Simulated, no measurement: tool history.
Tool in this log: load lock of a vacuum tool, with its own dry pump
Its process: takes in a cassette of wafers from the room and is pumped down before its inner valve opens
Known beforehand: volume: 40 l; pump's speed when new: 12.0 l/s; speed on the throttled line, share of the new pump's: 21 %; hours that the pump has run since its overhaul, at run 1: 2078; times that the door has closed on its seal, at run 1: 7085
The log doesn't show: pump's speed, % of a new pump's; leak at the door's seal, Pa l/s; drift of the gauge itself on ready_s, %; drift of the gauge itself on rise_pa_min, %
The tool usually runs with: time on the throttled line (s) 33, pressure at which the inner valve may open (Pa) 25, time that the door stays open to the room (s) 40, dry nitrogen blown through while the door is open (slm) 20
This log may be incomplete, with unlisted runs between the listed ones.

run    hour  time on the throttled line (s)  pressure at which the inner valve may open (Pa)  time that the door stays open to the room (s)  dry nitrogen blown through while the door is open (slm)  hours that the pump has run since its overhaul  times that the door has closed on its seal  incoming humidity of the room's air, %  time from the closed door until the inner valve may open (s)  rise of the pressure with all valves shut (Pa/min)
  1       0                              33                                               25                                             40                                                       20                                            2078                                        7085                                    43.8                                                          53.4                                               0.017
  2    48.5                              33                                               25                                             40                                                       20                                            2126                                        7158                                    50.2                                                          53.9                                               0.021
  3     117                              33                                               36                                             40                                                       20                                            2195                                        7262                                    41.4                                                          52.2                                                0.02
  4   202.9                              33                                               36                                             40                                                       20                                            2280                                        7391                                    47.8                                                            52                                               0.023
  5     312                              29                                               25                                             40                                                       20                                            2389                                        7556                                      44                                                          50.3                                               0.019
  6   408.7                              33                                               25                                             40                                                       20                                            2486                                        7702                                    45.9                                                          53.9                                               0.017
  7   471.9                              33                                               25                                             40                                                       20                                            2549                                        7797                                    47.1                                                          53.8                                               0.017
  8   575.5                              33                                               25                                            123                                                       20                                            2653                                        7953                                    44.9                                                          54.3                                               0.033
  9   661.4                              33                                               25                                            207                                                       20                                            2739                                        8083                                    45.8                                                          53.3                                               0.044
 10   771.6                              33                                               25                                            207                                                       20                                            2849                                        8249                                    46.6                                                          54.5                                               0.042
 11   842.9                              33                                               25                                             74                                                       20                                            2920                                        8356                                    45.7                                                          53.9                                               0.023
 12     900                              33                                               25                                             74                                                       20                                            2977                                        8442                                    48.9                                                          54.1                                               0.028
 13   958.5                              33                                               25                                             74                                                       20                                            3036                                        8531                                      44                                                          53.7                                               0.022
 14  1056.9                              33                                               25                                             74                                                       20                                            3134                                        8679                                    45.8                                                          54.3                                               0.032
 15  1156.4                              20                                               25                                             40                                                       20                                            3234                                        8829                                    44.4                                                          43.3                                               0.022
 16  1229.4                              33                                               25                                             40                                                       20                                            3307                                        8939                                    46.7                                                          54.3                                               0.021
 17    1330                              33                                               25                                             40                                                       20                                            3408                                        9091                                      44                                                          54.1                                               0.017
 18  1395.6                              33                                               25                                             40                                                       20                                            3473                                        9190                                    47.1                                                          54.3                                               0.017
 19  1476.3                              33                                               42                                             52                                                       44                                            3554                                        9311                                    45.5                                                          52.2                                               0.013
 20  1580.6                              37                                               46                                             40                                                       16                                            3658                                        9469                                    47.2                                                          55.5                                               0.018
 21  1686.8                              37                                               46                                             40                                                       16                                            3764                                        9629                                    46.8                                                          55.4                                                0.02
 22    1803                              37                                               24                                             40                                                       16                                            3880                                        9804                                    40.1                                                          57.3                                                0.02
 23  1877.5                              55                                               45                                             40                                                       16                                            3955                                        9916                                    44.3                                                          68.9                                               0.021
 24    1947                              33                                               25                                             28                                                        8                                            4025                                       10021                                      45                                                          54.1                                               0.027
 25  2063.4                              33                                               25                                             28                                                        8                                            4141                                       10197                                    46.9                                                          54.5                                               0.026
 26  2182.3                              33                                               25                                             28                                                        8                                            4260                                       10376                                    44.8                                                          54.6                                               0.027
 27  2298.9                              33                                               25                                             28                                                        8                                            4376                                       10552                                    44.2                                                          53.7                                               0.027
 28  2352.6                              33                                               25                                             40                                                       42                                            4430                                       10633                                    45.5                                                          54.1                                               0.012
 29  2449.3                              33                                               25                                             40                                                       42                                            4527                                       10779                                    47.4                                                          53.9                                               0.006
 30  2527.1                              33                                               25                                             40                                                       42                                            4605                                       10896                                    46.9                                                          54.3                                                0.01
 31  2610.2                              20                                               26                                             40                                                       20                                            4688                                       11021                                    42.9                                                          44.3                                               0.015
 32  2691.5                              18                                               25                                             40                                                       40                                            4769                                       11144                                    44.6                                                          41.9                                               0.015
 33  2755.9                              34                                               25                                             99                                                       40                                            4833                                       11241                                    44.8                                                          54.7                                               0.018
 34  2817.5                              33                                               25                                             40                                                        5                                            4895                                       11334                                    46.8                                                          54.2                                               0.035
 35  2925.9                              33                                               25                                             94                                                        5                                            5003                                       11497                                    41.9                                                          54.3                                               0.055
 36  2993.5                              33                                               46                                             40                                                       20                                            5071                                       11599                                    47.3                                                            52                                                0.02

Below are 4 alternative next runs, each starting from the tool's condition after run 36. Predict each:
  A  3086.6                              48                                               46                                             40                                                       20                                            5164                                       11740                                    46.9                                                             ?                                                   ?
  B  3086.6                              33                                               46                                             40                                                       33                                            5164                                       11740                                    41.2                                                             ?                                                   ?
  C  3086.6                              35                                               25                                             54                                                       20                                            5164                                       11740                                    45.5                                                             ?                                                   ?
  D  3086.6                              18                                               24                                             40                                                       32                                            5164                                       11740                                    46.7                                                             ?                                                   ?

run  time from the closed door until the inner valve may open (s)  rise of the pressure with all valves shut (Pa/min)
  A                                                          63.3                                               0.026
  B                                                          52.1                                               0.018
  C                                                          55.3                                                0.02
  D                                                          42.1                                               0.008
Without the tool's unlogged condition, the same runs would have read:
run  time from the closed door until the inner valve may open (s)  rise of the pressure with all valves shut (Pa/min)
  A                                                          63.3                                               0.026
  B                                                          52.1                                               0.018
  C                                                          55.3                                                0.02
  D                                                          42.1                                               0.007
